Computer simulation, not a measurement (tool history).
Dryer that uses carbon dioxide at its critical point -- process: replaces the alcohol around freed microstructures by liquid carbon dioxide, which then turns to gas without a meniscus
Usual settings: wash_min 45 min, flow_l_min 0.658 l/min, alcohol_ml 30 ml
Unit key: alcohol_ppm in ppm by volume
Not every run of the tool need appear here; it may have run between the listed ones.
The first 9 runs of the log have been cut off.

run	hour	wash_min	flow_l_min	alcohol_ml	alcohol_ppm
10	80.3	30	0.658	30	288
11	87.8	30	0.658	30	289
12	96.2	45	0.658	80	173
13	104.3	45	0.658	30	98
14	109.3	45	0.658	30	108
15	119.1	45	0.640	30	122
16	126.8	45	0.640	98	241
17	134.2	59	0.640	98	95
18	140.6	59	0.640	98	103
19	145.8	59	0.640	98	100
# hour 153.6: inlet filter changed
20	154.2	59	0.640	98	82
21	160.2	45	0.658	30	101
22	165.9	45	0.658	30	98
23	173.6	45	0.658	30	94
24	179.3	45	0.658	30	95
25	186.1	48	0.658	30	95
26	191.9	39	0.408	81	1009

Forecast run 27:
27	198.4	39	0.408	81	?

{"run 27": {"alcohol_ppm": 1016}}
Take away the tool's hidden state, keep the run-to-run variation as it was, and the same run would have given alcohol_ppm 900 ppm by volume.
